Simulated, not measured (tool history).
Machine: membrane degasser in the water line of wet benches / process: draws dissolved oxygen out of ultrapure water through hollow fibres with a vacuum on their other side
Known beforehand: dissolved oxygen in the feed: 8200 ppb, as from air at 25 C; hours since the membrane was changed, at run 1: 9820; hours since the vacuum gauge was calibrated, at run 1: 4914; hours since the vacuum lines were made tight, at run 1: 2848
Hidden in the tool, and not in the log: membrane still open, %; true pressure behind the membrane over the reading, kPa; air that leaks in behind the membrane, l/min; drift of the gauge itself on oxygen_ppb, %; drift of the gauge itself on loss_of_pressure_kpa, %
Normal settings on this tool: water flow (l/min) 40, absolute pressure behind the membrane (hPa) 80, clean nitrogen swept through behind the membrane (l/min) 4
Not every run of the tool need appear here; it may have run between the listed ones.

| run | hour | water flow (l/min) | absolute pressure behind the membrane (hPa) | clean nitrogen swept through behind the membrane (l/min) | hours since the membrane was changed | hours since the vacuum gauge was calibrated | hours since the vacuum lines were made tight | dissolved oxygen in the water behind the degasser (ppb) | pressure that the water loses in the fibres (hPa) |
|---|---|---|---|---|---|---|---|---|---|
| 1 | 0 | 40 | 80 | 4 | 9820 | 4914 | 2848 | 125.1 | 469.3 |
| 2 | 207.9 | 40 | 80 | 5.41 | 10028 | 5122 | 3056 | 97.9 | 464.2 |
| 3 | 335.2 | 40 | 67.7 | 4 | 10155 | 5249 | 3183 | 98.2 | 464.3 |
| 4 | 457.4 | 40 | 80 | 4 | 10278 | 5372 | 3305 | 126.2 | 468.1 |
| 5 | 697.7 | 40 | 58.7 | 4 | 10518 | 5612 | 3546 | 76.6 | 461.9 |
| 6 | 888.3 | 40 | 114.4 | 4 | 10708 | 5802 | 3736 | 204.3 | 465.9 |
| 7 | 1076.3 | 27 | 80 | 4 | 10896 | 5990 | 3924 | 80.8 | 314.5 |
| 8 | 1252.5 | 40 | 80 | 4 | 11073 | 6167 | 4100 | 126.1 | 460.7 |
| 9 | 1494.8 | 40 | 186.5 | 4 | 11315 | 6409 | 4343 | 364.1 | 459.5 |
| 10 | 1747.3 | 40 | 186.5 | 4 | 11567 | 6661 | 4595 | 362.1 | 460.9 |
| 11 | 1873.3 | 40 | 68.6 | 9.92 | 11693 | 6787 | 4721 | 49.2 | 452.9 |

What does the tool deliver on the next run?
| 12 | 2010 | 42 | 86.6 | 9.91 | 11830 | 6924 | 4858 | ? | ? |

{"run 12": {"dissolved oxygen in the water behind the degasser (ppb)": 73, "pressure that the water loses in the fibres (hPa)": 480.6}}
With the hidden condition absent and the run-to-run variation left alone, this run would have shown dissolved oxygen in the water behind the degasser (ppb) 72.8, pressure that the water loses in the fibres (hPa) 490.7.
